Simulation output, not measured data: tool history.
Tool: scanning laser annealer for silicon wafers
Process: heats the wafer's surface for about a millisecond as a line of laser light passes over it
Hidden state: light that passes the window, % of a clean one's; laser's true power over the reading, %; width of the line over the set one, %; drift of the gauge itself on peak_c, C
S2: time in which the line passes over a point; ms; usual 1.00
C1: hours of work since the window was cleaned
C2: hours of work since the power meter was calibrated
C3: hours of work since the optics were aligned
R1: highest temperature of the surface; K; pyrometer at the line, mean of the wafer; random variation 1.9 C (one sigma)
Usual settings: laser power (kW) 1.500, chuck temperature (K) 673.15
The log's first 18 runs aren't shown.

Run 19, hour 740.2: usual settings but S2 0.72 ms; C1 844; C2 1574; C3 433. Result: R1 1305.15 K.
Run 20, hour 766.3: usual settings but S2 0.72 ms; C1 857; C2 1587; C3 447. Result: R1 1307.15 K.
Run 21, hour 811.3: usual settings but S2 0.72 ms; C1 880; C2 1610; C3 469. Result: R1 1303.15 K.
Run 22, hour 867.8: usual settings but laser power (kW) 1.607, S2 1.24 ms; C1 909; C2 1639; C3 498. Result: R1 1578.15 K.
Run 23, hour 909.4: usual settings but laser power (kW) 1.607, S2 1.24 ms; C1 930; C2 1660; C3 519. Result: R1 1577.15 K.
At hour 954.3: window over the wafer cleaned.
Run 24, hour 968.1: usual settings but laser power (kW) 1.616, S2 0.91 ms, chuck temperature (K) 697.15; C1 7; C2 1689; C3 548. Result: R1 1497.15 K.
Run 25, hour 1010.9: usual settings but laser power (kW) 1.616, S2 0.91 ms, chuck temperature (K) 697.15; C1 29; C2 1710; C3 570. Result: R1 1496.15 K.
Run 26, hour 1067.9: usual settings but laser power (kW) 1.383, S2 1.22 ms; C1 58; C2 1739; C3 599. Result: R1 1474.15 K.
Run 27, hour 1094.7: usual settings but laser power (kW) 1.300, S2 0.88 ms, chuck temperature (K) 640.15; C1 71; C2 1753; C3 613. Result: R1 1270.15 K.
Run 28, hour 1124.4: usual settings but laser power (kW) 1.286, S2 0.76 ms, chuck temperature (K) 677.15; C1 86; C2 1768; C3 628. Result: R1 1256.15 K.
Run 29, hour 1173.1: usual settings but laser power (kW) 1.336, S2 0.74 ms, chuck temperature (K) 665.15; C1 111; C2 1793; C3 652. Result: R1 1255.15 K.
Run 30, hour 1223.3: usual settings but laser power (kW) 1.336, chuck temperature (K) 711.15; C1 137; C2 1818; C3 678. Result: R1 1403.15 K.
Run 31, hour 1277.7: usual settings but laser power (kW) 1.528, S2 1.24 ms; C1 164; C2 1846; C3 706. Result: R1 1556.15 K.
Run 32, hour 1306.3: usual settings but laser power (kW) 1.462, chuck temperature (K) 710.15; C1 179; C2 1861; C3 720. Result: R1 1463.15 K.
Run 33, hour 1344.5: usual settings but laser power (kW) 1.349, S2 1.17 ms; C1 198; C2 1880; C3 740. Result: R1 1427.15 K.
Run 34, hour 1401.1: usual settings but laser power (kW) 1.349, S2 1.17 ms; C1 227; C2 1909; C3 768. Result: R1 1427.15 K.
Run 35, hour 1425.1: usual settings but laser power (kW) 1.349, S2 1.17 ms; C1 239; C2 1921; C3 781. Result: R1 1427.15 K.
Run 36, hour 1467.5: usual settings but laser power (kW) 1.349, S2 1.17 ms; C1 261; C2 1943; C3 802. Result: R1 1428.15 K.
Run 37, hour 1507.2: usual settings but laser power (kW) 1.349, S2 1.17 ms; C1 281; C2 1963; C3 822. Result: R1 1425.15 K.
At hour 1553.9: optics aligned, line set to its width.
Run 38, hour 1563.8: usual settings but laser power (kW) 1.326, chuck temperature (K) 648.15; C1 307; C2 1989; C3 5. Result: R1 1334.15 K.
Run 39, hour 1596.7: usual settings but laser power (kW) 1.326, chuck temperature (K) 648.15; C1 324; C2 2006; C3 22. Result: R1 1333.15 K.
Run 40, hour 1652.1: usual settings but laser power (kW) 1.646, S2 0.72 ms, chuck temperature (K) 648.15; C1 352; C2 2034; C3 50. Result: R1 1356.15 K.
Run 41, hour 1695.7: usual settings but laser power (kW) 1.646, S2 0.72 ms, chuck temperature (K) 648.15; C1 374; C2 2056; C3 72. Result: R1 1357.15 K.

Forecast each of these 3 alternatives for the next run:
Run A, hour 1734.8: usual settings but laser power (kW) 1.348, S2 1.01 ms, chuck temperature (K) 686.15; C1 394; C2 2076; C3 92. Result: R1 ?.
Run B, hour 1734.8: usual settings but laser power (kW) 1.436, S2 0.79 ms, chuck temperature (K) 711.15; C1 394; C2 2076; C3 92. Result: R1 ?.
Run C, hour 1734.8: usual settings but laser power (kW) 1.411, S2 0.75 ms, chuck temperature (K) 701.15; C1 394; C2 2076; C3 92. Result: R1 ?.

run       R1
  A  1384.15
  B  1363.15
  C  1322.15
Without the tool's hidden state the same runs would have given:
run       R1
  A  1414.15
  B  1392.15
  C  1349.15
